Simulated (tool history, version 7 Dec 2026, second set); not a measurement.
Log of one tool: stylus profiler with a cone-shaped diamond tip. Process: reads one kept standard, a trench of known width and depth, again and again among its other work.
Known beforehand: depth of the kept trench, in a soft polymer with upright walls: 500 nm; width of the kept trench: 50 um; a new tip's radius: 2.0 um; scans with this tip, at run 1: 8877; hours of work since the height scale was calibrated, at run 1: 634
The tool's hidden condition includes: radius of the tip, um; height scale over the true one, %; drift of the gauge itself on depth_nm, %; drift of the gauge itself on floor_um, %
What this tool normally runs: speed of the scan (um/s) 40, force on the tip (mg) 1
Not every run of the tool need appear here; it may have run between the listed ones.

run   hour  speed of the scan (um/s)  force on the tip (mg)  scans with this tip  hours of work since the height scale was calibrated  depth of the trench (Å)  width of the trench's floor (nm)
  1      0                        40                      1                 8877                                                  634                   5023.1                             46440
  2   13.8                        59                      1                 8975                                                  641                   5023.7                             46310
  3   26.1                        59                   1.57                 9063                                                  648                   5031.4                             46420
  4     33                        40                   0.53                 9112                                                  651                   5016.9                             46320
  5   39.2                        40                   0.53                 9156                                                  654                   5018.3                             46260
  6   46.6                        40                   0.53                 9209                                                  658                   5017.5                             46290
  7   56.4                        40                   1.46                 9279                                                  663                   5028.8                             46450
  8   63.4                        40                   1.46                 9328                                                  667                   5026.8                             46430
  9   76.6                        40                   1.46                 9422                                                  673                   5027.6                             46330
 10   83.6                        40                   1.46                 9472                                                  677                   5029.3                             46330
 11   95.5                        76                      1                 9557                                                  683                   5025.2                             46170
 12  104.1                        76                      1                 9618                                                  687                   5024.9                             46220
 13  111.5                        59                    1.1                 9671                                                  691                   5025.3                             46260
 14  126.6                        59                    1.1                 9778                                                  699                   5025.4                             46240
 15    141                        13                    0.6                 9881                                                  706                   5017.9                             46450
 16  155.9                        13                    0.6                 9987                                                  714                   5018.4                             46390
 17  165.9                        13                    1.5                10058                                                  719                   5030.6                             46390
 18  172.7                        13                    1.5                10107                                                  722                     5030                             46460
 19  186.9                        13                    1.5                10208                                                  729                   5030.2                             46420
 20  193.4                        13                    1.5                10254                                                  733                     5030                             46430
 21  208.1                        40                   1.45                10358                                                  740                   5029.8                             46290

Each row is a separate what-if for the run after 21, all from the same tool condition, not one after another. Results?
  A  214.5                        26                   1.33                10404                                                  744                        ?                                 ?
  B  214.5                        40                   0.96                10404                                                  744                        ?                                 ?
  C  214.5                        90                   1.28                10404                                                  744                        ?                                 ?
  D  214.5                        12                      1                10404                                                  744                        ?                                 ?

run  depth of the trench (Å)  width of the trench's floor (nm)
  A                   5027.8                             46350
  B                   5023.7                             46250
  C                   5027.6                             46120
  D                     5024                             46400
The same runs, with their run-to-run variation unchanged, on a tool lacking any hidden condition would have given:
run  depth of the trench (Å)  width of the trench's floor (nm)
  A                   5021.7                             47280
  B                   5017.6                             47190
  C                   5021.5                             47060
  D                   5017.9                             47330
